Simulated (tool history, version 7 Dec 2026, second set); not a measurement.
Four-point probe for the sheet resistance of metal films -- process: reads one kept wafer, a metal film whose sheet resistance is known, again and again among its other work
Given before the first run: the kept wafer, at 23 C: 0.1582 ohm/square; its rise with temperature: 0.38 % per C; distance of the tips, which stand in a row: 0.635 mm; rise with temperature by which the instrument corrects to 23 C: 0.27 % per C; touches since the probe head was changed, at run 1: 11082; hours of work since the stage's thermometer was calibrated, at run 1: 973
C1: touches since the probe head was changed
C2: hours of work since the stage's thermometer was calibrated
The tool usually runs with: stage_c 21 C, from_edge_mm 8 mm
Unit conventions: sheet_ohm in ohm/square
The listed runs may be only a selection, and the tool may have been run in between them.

{"run": 1, "hour": 0.0, "stage_c": 21, "from_edge_mm": 8, "C1": 11082, "C2": 973, "sheet_ohm": 0.159001}
{"run": 2, "hour": 54.1, "stage_c": 21, "from_edge_mm": 6, "C1": 12134, "C2": 1005, "sheet_ohm": 0.159386}
{"run": 3, "hour": 94.6, "stage_c": 29, "from_edge_mm": 8, "C1": 12921, "C2": 1029, "sheet_ohm": 0.160315}
{"run": 4, "hour": 122.5, "stage_c": 25, "from_edge_mm": 8, "C1": 13462, "C2": 1045, "sheet_ohm": 0.159654}
{"run": 5, "hour": 146.5, "stage_c": 25, "from_edge_mm": 8, "C1": 13929, "C2": 1060, "sheet_ohm": 0.159633}
{"run": 6, "hour": 193.1, "stage_c": 21, "from_edge_mm": 8, "C1": 14835, "C2": 1087, "sheet_ohm": 0.158984}
{"run": 7, "hour": 249.0, "stage_c": 21, "from_edge_mm": 3, "C1": 15922, "C2": 1120, "sheet_ohm": 0.162214}
{"run": 8, "hour": 276.4, "stage_c": 21, "from_edge_mm": 3, "C1": 16454, "C2": 1136, "sheet_ohm": 0.162211}
{"run": 9, "hour": 326.3, "stage_c": 21, "from_edge_mm": 17, "C1": 17424, "C2": 1166, "sheet_ohm": 0.158596}
{"run": 10, "hour": 360.4, "stage_c": 35, "from_edge_mm": 17, "C1": 18085, "C2": 1186, "sheet_ohm": 0.160822}
{"run": 11, "hour": 384.7, "stage_c": 21, "from_edge_mm": 8, "C1": 18558, "C2": 1200, "sheet_ohm": 0.159071}
{"run": 12, "hour": 419.9, "stage_c": 21, "from_edge_mm": 8, "C1": 19243, "C2": 1221, "sheet_ohm": 0.159042}
{"run": 13, "hour": 446.4, "stage_c": 21, "from_edge_mm": 13, "C1": 19757, "C2": 1237, "sheet_ohm": 0.158703}
{"run": 14, "hour": 481.6, "stage_c": 21, "from_edge_mm": 13, "C1": 20440, "C2": 1258, "sheet_ohm": 0.158668}
{"run": 15, "hour": 511.9, "stage_c": 21, "from_edge_mm": 13, "C1": 21030, "C2": 1275, "sheet_ohm": 0.15868}
{"run": 16, "hour": 553.7, "stage_c": 18, "from_edge_mm": 13, "C1": 21843, "C2": 1300, "sheet_ohm": 0.158169}
{"run": 17, "hour": 599.5, "stage_c": 21, "from_edge_mm": 8, "C1": 22731, "C2": 1327, "sheet_ohm": 0.159094}
{"run": 18, "hour": 631.3, "stage_c": 21, "from_edge_mm": 8, "C1": 23351, "C2": 1346, "sheet_ohm": 0.159016}
{"run": 19, "hour": 667.1, "stage_c": 21, "from_edge_mm": 8, "C1": 24045, "C2": 1367, "sheet_ohm": 0.15904}
{"run": 20, "hour": 720.5, "stage_c": 21, "from_edge_mm": 8, "C1": 25084, "C2": 1399, "sheet_ohm": 0.159163}
{"run": 21, "hour": 750.0, "stage_c": 21, "from_edge_mm": 8, "C1": 25657, "C2": 1416, "sheet_ohm": 0.159124}
{"run": 22, "hour": 789.0, "stage_c": 21, "from_edge_mm": 8, "C1": 26413, "C2": 1439, "sheet_ohm": 0.159144}
{"run": 23, "hour": 824.2, "stage_c": 21, "from_edge_mm": 25, "C1": 27098, "C2": 1460, "sheet_ohm": 0.158642}
{"run": 24, "hour": 856.1, "stage_c": 21, "from_edge_mm": 33, "C1": 27717, "C2": 1479, "sheet_ohm": 0.158666}
{"hour": 897.2, "done": "stage's thermometer calibrated"}
{"run": 25, "hour": 904.9, "stage_c": 22, "from_edge_mm": 4, "C1": 28657, "C2": 5, "sheet_ohm": 0.161038}
{"run": 26, "hour": 936.1, "stage_c": 28, "from_edge_mm": 5, "C1": 29263, "C2": 23, "sheet_ohm": 0.161161}
{"hour": 984.3, "done": "stage's thermometer calibrated, once more"}
{"run": 27, "hour": 990.8, "stage_c": 28, "from_edge_mm": 5, "C1": 30316, "C2": 4, "sheet_ohm": 0.16093}
{"run": 28, "hour": 1020.3, "stage_c": 28, "from_edge_mm": 5, "C1": 30889, "C2": 21, "sheet_ohm": 0.160909}
{"run": 29, "hour": 1073.4, "stage_c": 28, "from_edge_mm": 5, "C1": 31921, "C2": 53, "sheet_ohm": 0.160856}
{"run": 30, "hour": 1114.7, "stage_c": 24, "from_edge_mm": 60, "C1": 32725, "C2": 77, "sheet_ohm": 0.158916}
{"run": 31, "hour": 1166.0, "stage_c": 25, "from_edge_mm": 46, "C1": 33721, "C2": 107, "sheet_ohm": 0.159147}
{"run": 32, "hour": 1204.4, "stage_c": 25, "from_edge_mm": 46, "C1": 34467, "C2": 130, "sheet_ohm": 0.159137}
{"run": 33, "hour": 1235.8, "stage_c": 25, "from_edge_mm": 46, "C1": 35076, "C2": 149, "sheet_ohm": 0.159104}
{"run": 34, "hour": 1282.6, "stage_c": 31, "from_edge_mm": 6, "C1": 35986, "C2": 176, "sheet_ohm": 0.161083}
{"run": 35, "hour": 1310.2, "stage_c": 31, "from_edge_mm": 66, "C1": 36523, "C2": 193, "sheet_ohm": 0.160072}
{"run": 36, "hour": 1345.4, "stage_c": 27, "from_edge_mm": 57, "C1": 37207, "C2": 213, "sheet_ohm": 0.159521}
{"run": 37, "hour": 1388.5, "stage_c": 27, "from_edge_mm": 57, "C1": 38044, "C2": 239, "sheet_ohm": 0.159436}
{"run": 38, "hour": 1419.4, "stage_c": 27, "from_edge_mm": 37, "C1": 38645, "C2": 257, "sheet_ohm": 0.159518}
{"run": 39, "hour": 1464.1, "stage_c": 27, "from_edge_mm": 14, "C1": 39514, "C2": 283, "sheet_ohm": 0.159653}
{"run": 40, "hour": 1507.5, "stage_c": 30, "from_edge_mm": 21, "C1": 40357, "C2": 309, "sheet_ohm": 0.160081}
{"run": 41, "hour": 1562.0, "stage_c": 32, "from_edge_mm": 56, "C1": 41415, "C2": 341, "sheet_ohm": 0.160298}
{"run": 42, "hour": 1589.2, "stage_c": 32, "from_edge_mm": 56, "C1": 41945, "C2": 357, "sheet_ohm": 0.160318}
{"run": 43, "hour": 1637.7, "stage_c": 32, "from_edge_mm": 56, "C1": 42887, "C2": 386, "sheet_ohm": 0.160375}
{"run": 44, "hour": 1688.4, "stage_c": 24, "from_edge_mm": 8, "C1": 43871, "C2": 416, "sheet_ohm": 0.159534}
{"run": 45, "hour": 1736.9, "stage_c": 31, "from_edge_mm": 3, "C1": 44815, "C2": 445, "sheet_ohm": 0.163974}

Measured less the same run without the tool's hidden state. The same run-to-run variation is in both; the gauge's scatter may not be:
Hidden state present: inner tips' distance over the nominal, %; tips' flats over new ones', %; wafer's true temperature over the reading, C; drift of the gauge itself on sheet_ohm, %.
run=1 sheet_ohm=+0.000531
run=2 sheet_ohm=+0.000545
run=3 sheet_ohm=+0.000553
run=4 sheet_ohm=+0.000559
run=5 sheet_ohm=+0.000564
run=6 sheet_ohm=+0.000575
run=7 sheet_ohm=+0.000598
run=8 sheet_ohm=+0.000604
run=9 sheet_ohm=+0.000602
run=10 sheet_ohm=+0.000611
run=11 sheet_ohm=+0.000618
run=12 sheet_ohm=+0.000626
run=13 sheet_ohm=+0.000630
run=14 sheet_ohm=+0.000637
run=15 sheet_ohm=+0.000644
run=16 sheet_ohm=+0.000654
run=17 sheet_ohm=+0.000666
run=18 sheet_ohm=+0.000673
run=19 sheet_ohm=+0.000681
run=20 sheet_ohm=+0.000692
run=21 sheet_ohm=+0.000699
run=22 sheet_ohm=+0.000708
run=23 sheet_ohm=+0.000713
run=24 sheet_ohm=+0.000721
run=25 sheet_ohm=+0.000837
run=26 sheet_ohm=+0.000838
run=27 sheet_ohm=+0.000549
run=28 sheet_ohm=+0.000556
run=29 sheet_ohm=+0.000568
run=30 sheet_ohm=+0.000570
run=31 sheet_ohm=+0.000581
run=32 sheet_ohm=+0.000590
run=33 sheet_ohm=+0.000596
run=34 sheet_ohm=+0.000614
run=35 sheet_ohm=+0.000617
run=36 sheet_ohm=+0.000623
run=37 sheet_ohm=+0.000632
run=38 sheet_ohm=+0.000640
run=39 sheet_ohm=+0.000650
run=40 sheet_ohm=+0.000661
run=41 sheet_ohm=+0.000675
run=42 sheet_ohm=+0.000681
run=43 sheet_ohm=+0.000693
run=44 sheet_ohm=+0.000702
run=45 sheet_ohm=+0.000730
